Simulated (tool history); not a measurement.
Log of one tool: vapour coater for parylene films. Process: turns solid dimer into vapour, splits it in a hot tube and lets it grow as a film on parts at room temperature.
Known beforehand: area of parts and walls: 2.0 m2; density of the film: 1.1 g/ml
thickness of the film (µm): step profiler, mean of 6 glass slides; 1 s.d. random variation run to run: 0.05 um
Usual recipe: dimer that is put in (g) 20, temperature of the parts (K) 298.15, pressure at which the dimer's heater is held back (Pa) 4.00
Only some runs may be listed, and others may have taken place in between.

run,hour,dimer that is put in (g),temperature of the parts (K),pressure at which the dimer's heater is held back (Pa),thickness of the film (µm)
1,0.0,20,298.15,4.00,5.75
2,31.1,20,298.15,4.00,5.74
3,52.4,20,298.15,4.00,5.79
4,67.4,20,298.15,4.11,5.61
5,84.9,20,298.15,4.11,5.59
6,106.4,20,298.15,4.11,5.64
7,133.2,19,298.15,4.00,5.36
8,152.7,19,298.15,4.00,5.44
9,176.0,20,298.15,4.00,5.68
10,201.8,20,298.15,4.00,5.68
11,225.2,20,298.15,4.00,5.67
12,241.5,14,298.15,4.00,3.96
13,267.1,20,291.15,4.00,7.70
# hour 278.7: trap's valve overhauled
14,295.8,20,291.15,4.00,8.01
15,323.8,20,298.15,4.00,5.84
16,343.4,28,298.15,4.00,8.30
17,360.2,28,298.15,4.00,8.24
18,386.4,20,298.15,4.00,5.88
19,412.5,22,293.15,10.87,6.53
20,429.7,20,299.15,6.87,4.92
21,459.0,20,298.15,3.65,5.91
22,485.1,14,298.15,3.65,4.14
23,512.3,16,298.15,2.57,5.09
24,528.9,16,298.15,2.57,4.96
25,541.6,29,303.15,2.57,7.38
26,557.8,29,303.15,2.57,7.32
27,578.5,13,296.15,9.82,3.33
28,607.4,11,290.15,3.33,4.76
29,636.5,8,297.15,4.00,2.37
30,665.7,14,298.15,4.44,3.89
31,694.2,11,304.15,8.24,2.05
32,716.8,12,298.15,2.50,3.77
33,740.4,20,295.15,4.00,6.52
34,771.0,20,295.15,4.00,6.52
35,797.1,20,295.15,4.00,6.49

Measured minus without-hidden-state, run by run (identical run-to-run variation in each term; gauge scatter may differ):
Hidden state present: vapour lost through the trap's worn valve, %; true temperature of the parts over the reading, C; drift of the gauge itself on film_um, %.
run,thickness of the film (µm)
1,-0.23
2,-0.25
3,-0.26
4,-0.26
5,-0.26
6,-0.27
7,-0.27
8,-0.28
9,-0.30
10,-0.31
11,-0.32
12,-0.23
13,-0.46
14,-0.15
15,-0.12
16,-0.18
17,-0.19
18,-0.14
19,-0.17
20,-0.13
21,-0.17
22,-0.13
23,-0.16
24,-0.17
25,-0.25
26,-0.26
27,-0.12
28,-0.18
29,-0.10
30,-0.16
31,-0.09
32,-0.18
33,-0.32
34,-0.33
35,-0.34
